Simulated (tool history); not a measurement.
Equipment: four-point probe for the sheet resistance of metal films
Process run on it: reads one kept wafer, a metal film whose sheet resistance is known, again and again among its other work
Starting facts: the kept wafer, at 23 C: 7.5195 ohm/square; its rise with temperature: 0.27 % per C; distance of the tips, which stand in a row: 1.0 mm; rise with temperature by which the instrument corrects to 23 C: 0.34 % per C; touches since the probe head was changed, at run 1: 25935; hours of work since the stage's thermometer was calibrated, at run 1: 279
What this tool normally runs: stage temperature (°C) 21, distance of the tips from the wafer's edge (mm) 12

| run | hour | stage temperature (°C) | distance of the tips from the wafer's edge (mm) | touches since the probe head was changed | hours of work since the stage's thermometer was calibrated | sheet resistance as the instrument gives it (ohm/square) |
|---|---|---|---|---|---|---|
| 1 | 0.0 | 21 | 12 | 25935 | 279 | 7.565850 |
| 2 | 8.4 | 21 | 11 | 26409 | 285 | 7.574219 |
| 3 | 17.6 | 21 | 11 | 26924 | 292 | 7.574880 |
| 4 | 31.6 | 21 | 11 | 27716 | 302 | 7.571194 |
| 5 | 51.3 | 21 | 11 | 28820 | 316 | 7.569964 |
| 6 | 69.8 | 21 | 9 | 29862 | 330 | 7.587362 |
| 7 | 83.5 | 21 | 12 | 30634 | 340 | 7.565115 |
|  | 85.0 | stage's thermometer calibrated |
| 8 | 95.2 | 21 | 12 | 31264 | 7 | 7.567542 |
| 9 | 115.4 | 21 | 12 | 32402 | 22 | 7.563950 |
| 10 | 132.3 | 21 | 12 | 33351 | 34 | 7.563073 |
| 11 | 140.5 | 21 | 12 | 33815 | 40 | 7.564131 |
| 12 | 154.4 | 26 | 70 | 34597 | 51 | 7.513160 |
| 13 | 170.8 | 26 | 16 | 35521 | 62 | 7.523161 |
| 14 | 185.2 | 24 | 13 | 36328 | 73 | 7.543481 |
|  | 193.1 | stage's thermometer calibrated, once more |
| 15 | 199.7 | 24 | 13 | 37115 | 5 | 7.540834 |
| 16 | 210.5 | 30 | 13 | 37726 | 13 | 7.509451 |
| 17 | 220.6 | 21 | 36 | 38291 | 20 | 7.540033 |
| 18 | 237.2 | 21 | 36 | 39229 | 32 | 7.535628 |
| 19 | 256.9 | 21 | 36 | 40338 | 46 | 7.538421 |

Alternative continuations, all from the tool just after run 19; predict every row:
| A | 272.6 | 21 | 21 | 41219 | 58 | ? |
| B | 272.6 | 26 | 10 | 41219 | 58 | ? |
| C | 272.6 | 32 | 36 | 41219 | 58 | ? |
| D | 272.6 | 22 | 3 | 41219 | 58 | ? |

| run | sheet resistance as the instrument gives it (ohm/square) |
|---|---|
| A | 7.541688 |
| B | 7.544508 |
| C | 7.477093 |
| D | 7.950676 |
With the hidden condition removed and each run's random variation left untouched, the same runs would have given:
| run | sheet resistance as the instrument gives it (ohm/square) |
|---|---|
| A | 7.539158 |
| B | 7.541971 |
| C | 7.474570 |
| D | 7.948022 |
